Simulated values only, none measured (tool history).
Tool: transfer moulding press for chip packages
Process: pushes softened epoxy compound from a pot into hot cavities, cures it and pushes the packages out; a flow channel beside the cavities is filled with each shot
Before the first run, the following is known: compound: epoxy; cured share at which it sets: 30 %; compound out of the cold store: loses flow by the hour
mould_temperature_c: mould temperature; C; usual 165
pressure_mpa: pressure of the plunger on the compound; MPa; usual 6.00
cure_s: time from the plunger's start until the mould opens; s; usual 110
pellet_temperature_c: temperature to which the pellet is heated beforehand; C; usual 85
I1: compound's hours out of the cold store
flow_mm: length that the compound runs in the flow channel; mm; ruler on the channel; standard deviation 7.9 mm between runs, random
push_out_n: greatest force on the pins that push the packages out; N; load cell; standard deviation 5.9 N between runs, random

run 1 day=0.000 | mould_temperature_c=165 pressure_mpa=6.00 cure_s=110 pellet_temperature_c=85 | I1=38.6 | flow_mm=864 push_out_n=276
run 2 day=0.300 | mould_temperature_c=165 pressure_mpa=6.00 cure_s=110 pellet_temperature_c=85 | I1=11.7 | flow_mm=952 push_out_n=311
run 3 day=0.738 | mould_temperature_c=165 pressure_mpa=6.00 cure_s=110 pellet_temperature_c=85 | I1=34.1 | flow_mm=885 push_out_n=293
run 4 day=1.117 | mould_temperature_c=165 pressure_mpa=6.00 cure_s=110 pellet_temperature_c=85 | I1=23.2 | flow_mm=904 push_out_n=319
run 5 day=1.304 | mould_temperature_c=165 pressure_mpa=6.00 cure_s=110 pellet_temperature_c=85 | I1=38.2 | flow_mm=858 push_out_n=307
run 6 day=1.504 | mould_temperature_c=165 pressure_mpa=6.48 cure_s=110 pellet_temperature_c=85 | I1=44.5 | flow_mm=890 push_out_n=306
run 7 day=1.908 | mould_temperature_c=165 pressure_mpa=6.48 cure_s=110 pellet_temperature_c=85 | I1=27.8 | flow_mm=938 push_out_n=324
-- day=2.333 plunger's sealing rings changed
run 8 day=2.358 | mould_temperature_c=165 pressure_mpa=6.00 cure_s=110 pellet_temperature_c=85 | I1=26.3 | flow_mm=951 push_out_n=324
-- day=2.475 cavities cleaned with cleaning compound and waxed
run 9 day=2.775 | mould_temperature_c=165 pressure_mpa=6.00 cure_s=110 pellet_temperature_c=85 | I1=30.0 | flow_mm=944 push_out_n=227
run 10 day=3.167 | mould_temperature_c=165 pressure_mpa=6.00 cure_s=110 pellet_temperature_c=94 | I1=47.3 | flow_mm=886 push_out_n=232
run 11 day=3.542 | mould_temperature_c=165 pressure_mpa=6.00 cure_s=110 pellet_temperature_c=79 | I1=23.8 | flow_mm=954 push_out_n=257
run 12 day=3.812 | mould_temperature_c=165 pressure_mpa=6.00 cure_s=110 pellet_temperature_c=80 | I1=28.0 | flow_mm=953 push_out_n=279
run 13 day=4.046 | mould_temperature_c=165 pressure_mpa=6.00 cure_s=110 pellet_temperature_c=80 | I1=24.3 | flow_mm=960 push_out_n=281
run 14 day=4.358 | mould_temperature_c=158 pressure_mpa=6.00 cure_s=102 pellet_temperature_c=80 | I1=18.5 | flow_mm=1021 push_out_n=588
run 15 day=4.646 | mould_temperature_c=158 pressure_mpa=6.00 cure_s=102 pellet_temperature_c=80 | I1=8.3 | flow_mm=1038 push_out_n=619
-- day=4.750 mould's thermocouples calibrated
run 16 day=5.017 | mould_temperature_c=158 pressure_mpa=6.00 cure_s=102 pellet_temperature_c=80 | I1=20.9 | flow_mm=992 push_out_n=598
run 17 day=5.412 | mould_temperature_c=157 pressure_mpa=6.31 cure_s=133 pellet_temperature_c=80 | I1=42.4 | flow_mm=960 push_out_n=361
-- day=5.700 mould's thermocouples calibrated, once more
run 18 day=5.808 | mould_temperature_c=157 pressure_mpa=6.31 cure_s=142 pellet_temperature_c=90 | I1=11.1 | flow_mm=1065 push_out_n=357
run 19 day=6.250 | mould_temperature_c=157 pressure_mpa=6.31 cure_s=142 pellet_temperature_c=90 | I1=28.0 | flow_mm=1007 push_out_n=350
run 20 day=6.617 | mould_temperature_c=157 pressure_mpa=6.31 cure_s=142 pellet_temperature_c=90 | I1=10.3 | flow_mm=1063 push_out_n=355
-- day=6.771 cavities cleaned with cleaning compound and waxed
run 21 day=7.058 | mould_temperature_c=157 pressure_mpa=6.31 cure_s=142 pellet_temperature_c=90 | I1=41.6 | flow_mm=956 push_out_n=228
run 22 day=7.354 | mould_temperature_c=157 pressure_mpa=6.31 cure_s=142 pellet_temperature_c=90 | I1=28.6 | flow_mm=1004 push_out_n=258
run 23 day=7.617 | mould_temperature_c=165 pressure_mpa=6.13 cure_s=110 pellet_temperature_c=94 | I1=38.4 | flow_mm=911 push_out_n=252
run 24 day=7.933 | mould_temperature_c=165 pressure_mpa=6.00 cure_s=95 pellet_temperature_c=94 | I1=18.7 | flow_mm=961 push_out_n=367
run 25 day=8.167 | mould_temperature_c=165 pressure_mpa=6.00 cure_s=95 pellet_temperature_c=94 | I1=29.1 | flow_mm=935 push_out_n=354

Predict each of these 5 candidate next runs independently; none follows another, all start after run 25:
run A day=8.475 | mould_temperature_c=168 pressure_mpa=6.00 cure_s=110 pellet_temperature_c=85 | I1=11.4 | flow_mm=? push_out_n=?
run B day=8.475 | mould_temperature_c=167 pressure_mpa=6.00 cure_s=131 pellet_temperature_c=82 | I1=14.8 | flow_mm=? push_out_n=?
run C day=8.475 | mould_temperature_c=165 pressure_mpa=6.08 cure_s=122 pellet_temperature_c=91 | I1=25.2 | flow_mm=? push_out_n=?
run D day=8.475 | mould_temperature_c=167 pressure_mpa=6.00 cure_s=121 pellet_temperature_c=89 | I1=19.8 | flow_mm=? push_out_n=?
run E day=8.475 | mould_temperature_c=165 pressure_mpa=6.00 cure_s=125 pellet_temperature_c=85 | I1=23.1 | flow_mm=? push_out_n=?

run=A flow_mm=958 push_out_n=251
run=B flow_mm=969 push_out_n=241
run=C flow_mm=961 push_out_n=249
run=D flow_mm=951 push_out_n=257
run=E flow_mm=940 push_out_n=245
With no hidden state in the tool, these same runs would have given:
run=A flow_mm=980 push_out_n=182
run=B flow_mm=991 push_out_n=177
run=C flow_mm=982 push_out_n=182
run=D flow_mm=972 push_out_n=190
run=E flow_mm=960 push_out_n=180

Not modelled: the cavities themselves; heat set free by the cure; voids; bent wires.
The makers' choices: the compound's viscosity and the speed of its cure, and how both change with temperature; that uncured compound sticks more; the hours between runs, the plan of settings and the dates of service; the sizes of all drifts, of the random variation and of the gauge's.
